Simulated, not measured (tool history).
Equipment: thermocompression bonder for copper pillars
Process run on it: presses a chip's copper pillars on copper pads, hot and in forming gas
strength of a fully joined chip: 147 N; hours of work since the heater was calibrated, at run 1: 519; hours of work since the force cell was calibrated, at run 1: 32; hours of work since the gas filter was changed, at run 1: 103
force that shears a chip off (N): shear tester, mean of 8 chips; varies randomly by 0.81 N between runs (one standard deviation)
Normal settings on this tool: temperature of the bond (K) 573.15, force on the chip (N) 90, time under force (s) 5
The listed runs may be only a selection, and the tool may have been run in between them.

run	day	temperature of the bond (K)	force on the chip (N)	time under force (s)	hours of work since the heater was calibrated	hours of work since the force cell was calibrated	hours of work since the gas filter was changed	force that shears a chip off (N)
1	0	573.15	90	5	519	32	103	95.1
2	1.133	573.15	59	5	532	45	116	61.3
3	2.392	573.15	112	5	546	59	130	109.5
4	3.5	573.15	112	5	558	72	142	109.7
5	4.721	573.15	112	5	572	85	156	108.3
6	5.708	573.15	112	5	583	96	167	109.5
7	6.717	573.15	112	5	594	108	178	109.4
8	7.625	573.15	112	5	604	118	188	108.3
9	8.162	573.15	112	5	610	124	194	108.9
10	9.042	573.15	112	5	620	134	204	108.2
11	9.654	573.15	90	4	627	140	211	86.4
# day 9.779: force cell calibrated
12	10.921	573.15	90	4	641	13	225	85.9
13	11.504	573.15	90	4	647	19	231	85.3
14	12.808	573.15	90	4	662	34	246	84.8
15	13.6	573.15	90	4	671	43	254	84.8
# day 13.908: force cell calibrated, once more
16	14.804	573.15	90	4	683	10	267	87.1
17	15.429	573.15	90	4	690	17	274	86.9
18	16.5	573.15	72	4	702	29	286	68.1
19	17.333	568.15	84	13	712	38	296	106.5
20	18.238	568.15	84	13	722	48	306	105.1
21	19.433	581.15	62	10	735	62	319	85.8
22	20.3	564.15	79	3	745	72	329	63.6
23	20.875	564.15	79	3	751	78	335	62.3
24	22.204	564.15	79	3	766	93	350	63.5
25	23.312	564.15	109	5	779	105	362	98.8
# day 24.512: forming gas filter changed
26	24.612	546.15	90	6	793	119	1	82
27	25.467	546.15	90	6	802	129	11	82.9
28	26.179	546.15	107	6	810	137	19	96.9

Consider 5 possible next runs. They are alternatives, not a sequence: every one starts from the tool as it was left by run 28. What does each give?
A	27.396	573.15	110	5	824	151	32	?
B	27.396	573.15	63	10	824	151	32	?
C	27.396	602.15	86	8	824	151	32	?
D	27.396	546.15	74	6	824	151	32	?
E	27.396	546.15	107	15	824	151	32	?

run	force that shears a chip off (N)
A	111.1
B	84.8
C	119.4
D	68
E	120.3
Without the tool's hidden state the same runs would have given:
run	force that shears a chip off (N)
A	110.4
B	83.8
C	119.2
D	66.7
E	119.5
